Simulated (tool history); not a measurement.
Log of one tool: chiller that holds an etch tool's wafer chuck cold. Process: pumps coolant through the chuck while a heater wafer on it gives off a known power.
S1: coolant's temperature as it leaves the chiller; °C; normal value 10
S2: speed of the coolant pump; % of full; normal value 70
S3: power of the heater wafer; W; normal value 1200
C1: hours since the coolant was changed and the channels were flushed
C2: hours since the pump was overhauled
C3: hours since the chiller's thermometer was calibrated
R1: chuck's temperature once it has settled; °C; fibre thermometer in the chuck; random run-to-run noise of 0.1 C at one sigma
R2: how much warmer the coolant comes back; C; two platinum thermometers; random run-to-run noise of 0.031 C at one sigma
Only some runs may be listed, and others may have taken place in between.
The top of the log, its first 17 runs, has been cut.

run 18 hour=1158.6 | S1=10 S2=70 S3=1553 | C1=263 C2=107 C3=3761 | R1=28.0 R2=4.33
run 19 hour=1251.7 | S1=10 S2=72 S3=1553 | C1=356 C2=200 C3=3854 | R1=27.8 R2=4.19
run 20 hour=1343.5 | S1=15 S2=86 S3=1262 | C1=448 C2=292 C3=3946 | R1=27.8 R2=2.92
run 21 hour=1395.6 | S1=12 S2=61 S3=1281 | C1=500 C2=344 C3=3998 | R1=28.7 R2=4.13
run 22 hour=1475.9 | S1=12 S2=61 S3=1281 | C1=580 C2=424 C3=4078 | R1=28.5 R2=4.17
run 23 hour=1571.9 | S1=12 S2=61 S3=1281 | C1=676 C2=520 C3=4174 | R1=29.0 R2=4.15
run 24 hour=1623.4 | S1=9 S2=70 S3=1200 | C1=727 C2=572 C3=4226 | R1=23.3 R2=3.47
-- hour=1633.2 chiller's thermometer calibrated
run 25 hour=1695.2 | S1=12 S2=74 S3=891 | C1=798 C2=642 C3=62 | R1=22.1 R2=2.48
run 26 hour=1779.6 | S1=5 S2=70 S3=1576 | C1=883 C2=727 C3=146 | R1=23.3 R2=4.55
run 27 hour=1876.9 | S1=13 S2=67 S3=1200 | C1=980 C2=824 C3=244 | R1=27.6 R2=3.67
run 28 hour=1944.2 | S1=7 S2=87 S3=1254 | C1=1047 C2=891 C3=311 | R1=19.4 R2=3.03
run 29 hour=1986.0 | S1=7 S2=87 S3=1254 | C1=1089 C2=933 C3=353 | R1=19.4 R2=3.04
-- hour=2054.4 gauge calibrated
run 30 hour=2069.6 | S1=14 S2=83 S3=1200 | C1=1173 C2=1017 C3=436 | R1=26.3 R2=2.77
run 31 hour=2169.2 | S1=6 S2=67 S3=604 | C1=1272 C2=1116 C3=536 | R1=13.3 R2=1.74
run 32 hour=2264.3 | S1=6 S2=67 S3=604 | C1=1367 C2=1211 C3=631 | R1=13.4 R2=1.78
run 33 hour=2356.3 | S1=10 S2=65 S3=1200 | C1=1459 C2=1303 C3=723 | R1=24.9 R2=3.63

Each row is a separate what-if for the run after 33, all from the same tool condition, not one after another. Results?
run A hour=2418.0 | S1=15 S2=70 S3=1200 | C1=1521 C2=1365 C3=785 | R1=? R2=?
run B hour=2418.0 | S1=10 S2=63 S3=1523 | C1=1521 C2=1365 C3=785 | R1=? R2=?
run C hour=2418.0 | S1=3 S2=88 S3=1200 | C1=1521 C2=1365 C3=785 | R1=? R2=?

run=A R1=29.1 R2=3.39
run=B R1=29.4 R2=4.70
run=C R1=14.8 R2=2.73
With the hidden condition removed and each run's random variation left untouched, the same runs would have given:
run=A R1=29.1 R2=3.28
run=B R1=29.4 R2=4.59
run=C R1=14.8 R2=2.61
